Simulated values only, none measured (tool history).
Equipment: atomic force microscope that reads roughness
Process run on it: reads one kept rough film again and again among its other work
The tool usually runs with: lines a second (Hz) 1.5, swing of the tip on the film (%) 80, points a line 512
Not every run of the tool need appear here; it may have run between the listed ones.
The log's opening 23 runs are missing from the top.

| run | hour | lines a second (Hz) | swing of the tip on the film (%) | points a line | roughness of the kept film (nm (root mean square)) |
|---|---|---|---|---|---|
|  | 429.6 | new tip fitted |
| 24 | 436.6 | 2.4 | 80 | 282 | 1.53 |
| 25 | 461.9 | 2.26 | 70 | 926 | 1.673 |
|  | 482.9 | new tip fitted |
| 26 | 485.4 | 2.26 | 70 | 926 | 1.664 |
| 27 | 497.7 | 2.26 | 70 | 926 | 1.651 |
| 28 | 514.5 | 2.47 | 70 | 274 | 1.63 |
| 29 | 525.6 | 2.65 | 81 | 428 | 1.471 |
|  | 537 | new tip fitted |
| 30 | 546.4 | 3.77 | 80 | 988 | 1.389 |
| 31 | 570.7 | 1.49 | 69 | 512 | 1.736 |
| 32 | 588.7 | 1.49 | 69 | 512 | 1.73 |
|  | 590.7 | new tip fitted |
| 33 | 601 | 1.05 | 57 | 685 | 1.829 |
| 34 | 612.3 | 1.05 | 81 | 585 | 1.682 |
| 35 | 636.2 | 0.87 | 75 | 668 | 1.763 |
|  | 644.6 | new tip fitted |
| 36 | 659.7 | 0.99 | 75 | 324 | 1.726 |

Here are 5 independent what-if runs from the current tool condition. What would each one return?
| A | 676.3 | 0.76 | 58 | 300 | ? |
| B | 676.3 | 2.58 | 72 | 319 | ? |
| C | 676.3 | 2.07 | 89 | 512 | ? |
| D | 676.3 | 0.99 | 70 | 324 | ? |
| E | 676.3 | 2.36 | 64 | 512 | ? |

| run | roughness of the kept film (nm (root mean square)) |
|---|---|
| A | 1.837 |
| B | 1.612 |
| C | 1.439 |
| D | 1.768 |
| E | 1.704 |
Without the tool's hidden state the same runs would have given:
| run | roughness of the kept film (nm (root mean square)) |
|---|---|
| A | 1.84 |
| B | 1.615 |
| C | 1.442 |
| D | 1.771 |
| E | 1.707 |
